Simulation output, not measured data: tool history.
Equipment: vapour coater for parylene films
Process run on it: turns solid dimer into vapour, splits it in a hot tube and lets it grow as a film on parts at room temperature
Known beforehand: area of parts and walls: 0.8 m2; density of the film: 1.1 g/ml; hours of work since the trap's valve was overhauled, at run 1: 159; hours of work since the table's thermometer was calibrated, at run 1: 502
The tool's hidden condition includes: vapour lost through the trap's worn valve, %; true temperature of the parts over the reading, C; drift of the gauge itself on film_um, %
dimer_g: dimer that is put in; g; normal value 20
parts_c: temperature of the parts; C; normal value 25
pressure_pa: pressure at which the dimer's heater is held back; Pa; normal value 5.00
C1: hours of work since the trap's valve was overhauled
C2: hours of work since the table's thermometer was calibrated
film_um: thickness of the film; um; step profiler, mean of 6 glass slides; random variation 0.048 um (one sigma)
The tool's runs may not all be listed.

Run 1, day 0.000: usual settings; C1 159; C2 502. Result: film_um 12.37 um.
Run 2, day 0.550: usual settings but pressure_pa 2.11 Pa; C1 167; C2 510. Result: film_um 15.32 um.
Run 3, day 1.192: usual settings but pressure_pa 2.11 Pa; C1 175; C2 518. Result: film_um 15.26 um.
Run 4, day 1.754: usual settings but pressure_pa 2.11 Pa; C1 183; C2 526. Result: film_um 15.33 um.
Run 5, day 2.858: usual settings but parts_c 23 C, pressure_pa 2.11 Pa; C1 198; C2 541. Result: film_um 16.77 um.
Run 6, day 3.838: usual settings but parts_c 23 C, pressure_pa 2.11 Pa; C1 211; C2 554. Result: film_um 16.68 um.
Run 7, day 4.571: usual settings but pressure_pa 2.55 Pa; C1 221; C2 564. Result: film_um 14.75 um.
Run 8, day 5.129: usual settings; C1 229; C2 572. Result: film_um 12.36 um.
Run 9, day 5.650: usual settings; C1 236; C2 579. Result: film_um 12.39 um.
Run 10, day 6.529: usual settings but dimer_g 14 g; C1 248; C2 591. Result: film_um 8.64 um.
Run 11, day 7.625: usual settings but dimer_g 13 g; C1 263; C2 606. Result: film_um 8.09 um.
At day 8.025: trap's valve overhauled.
Run 12, day 8.612: usual settings but dimer_g 8 g; C1 8; C2 617. Result: film_um 4.95 um.
Run 13, day 9.708: usual settings but dimer_g 8 g; C1 23; C2 632. Result: film_um 4.99 um.
Run 14, day 10.867: usual settings but dimer_g 8 g; C1 39; C2 647. Result: film_um 4.98 um.
Run 15, day 11.662: usual settings but dimer_g 8 g; C1 49; C2 658. Result: film_um 4.97 um.
Run 16, day 12.596: usual settings but dimer_g 8 g; C1 62; C2 671. Result: film_um 4.97 um.
Run 17, day 13.683: usual settings but dimer_g 13 g; C1 77; C2 686. Result: film_um 8.15 um.
Run 18, day 14.512: usual settings but dimer_g 13 g; C1 88; C2 697. Result: film_um 8.18 um.
Run 19, day 15.362: usual settings but dimer_g 11 g, parts_c 35 C; C1 100; C2 708. Result: film_um 4.47 um.
Run 20, day 16.100: usual settings but dimer_g 15 g, parts_c 21 C, pressure_pa 8.44 Pa; C1 110; C2 718. Result: film_um 9.80 um.
Run 21, day 17.225: usual settings but dimer_g 15 g, parts_c 32 C, pressure_pa 2.63 Pa; C1 125; C2 734. Result: film_um 8.16 um.
Run 22, day 17.938: usual settings but dimer_g 15 g, parts_c 32 C, pressure_pa 2.63 Pa; C1 135; C2 743. Result: film_um 8.13 um.
Run 23, day 18.471: usual settings but pressure_pa 8.68 Pa; C1 142; C2 751. Result: film_um 10.94 um.
Run 24, day 18.983: usual settings but pressure_pa 8.68 Pa; C1 149; C2 757. Result: film_um 10.93 um.
Run 25, day 19.750: usual settings but pressure_pa 8.68 Pa; C1 159; C2 768. Result: film_um 10.88 um.
Run 26, day 20.458: usual settings but pressure_pa 8.68 Pa; C1 169; C2 777. Result: film_um 10.92 um.
Run 27, day 21.054: usual settings but pressure_pa 8.68 Pa; C1 177; C2 786. Result: film_um 10.96 um.
Run 28, day 22.167: usual settings but dimer_g 26 g; C1 192; C2 801. Result: film_um 16.33 um.
Run 29, day 22.800: usual settings but dimer_g 10 g, parts_c 17 C, pressure_pa 6.06 Pa; C1 201; C2 809. Result: film_um 8.41 um.
Run 30, day 23.775: usual settings but parts_c 28 C, pressure_pa 6.86 Pa; C1 214; C2 822. Result: film_um 10.22 um.
Run 31, day 24.804: usual settings but dimer_g 25 g, parts_c 24 C, pressure_pa 9.20 Pa; C1 228; C2 836. Result: film_um 14.19 um.
Run 32, day 25.629: usual settings but pressure_pa 10.16 Pa; C1 239; C2 848. Result: film_um 10.53 um.
Run 33, day 26.421: usual settings but dimer_g 31 g, parts_c 27 C, pressure_pa 2.77 Pa; C1 250; C2 858. Result: film_um 20.71 um.
Run 34, day 27.150: usual settings but dimer_g 30 g, parts_c 21 C, pressure_pa 5.37 Pa; C1 260; C2 868. Result: film_um 22.09 um.
At day 27.750: trap's valve overhauled.
Run 35, day 27.992: usual settings but dimer_g 30 g, parts_c 27 C, pressure_pa 7.25 Pa; C1 3; C2 877. Result: film_um 15.83 um.
Run 36, day 29.146: usual settings but dimer_g 34 g, parts_c 29 C; C1 19; C2 893. Result: film_um 18.09 um.

A few steps of film_um between consecutive runs. Split each: what settings, incoming material and random variation would produce without the hidden state, and what is left over for the hidden state, along with gauge scatter present in only one of the two compared results (measured, and without hidden state):
Run 27 -> 28: dimer_g 20 -> 26, pressure_pa 8.68 -> 5.00. film_um +5.37 um: hidden state +0.09, all else +5.28.
Run 28 -> 29: dimer_g 26 -> 10, parts_c 25 -> 17, pressure_pa 5.00 -> 6.06. film_um -7.92 um: hidden state -0.12, all else -7.80.
Run 32 -> 33: dimer_g 20 -> 31, parts_c 25 -> 27, pressure_pa 10.16 -> 2.77. film_um +10.18 um: hidden state +0.18, all else +10.00.
Run 34 -> 35: parts_c 21 -> 27, pressure_pa 5.37 -> 7.25, trap's valve overhauled. film_um -6.26 um: hidden state -0.06, all else -6.20.

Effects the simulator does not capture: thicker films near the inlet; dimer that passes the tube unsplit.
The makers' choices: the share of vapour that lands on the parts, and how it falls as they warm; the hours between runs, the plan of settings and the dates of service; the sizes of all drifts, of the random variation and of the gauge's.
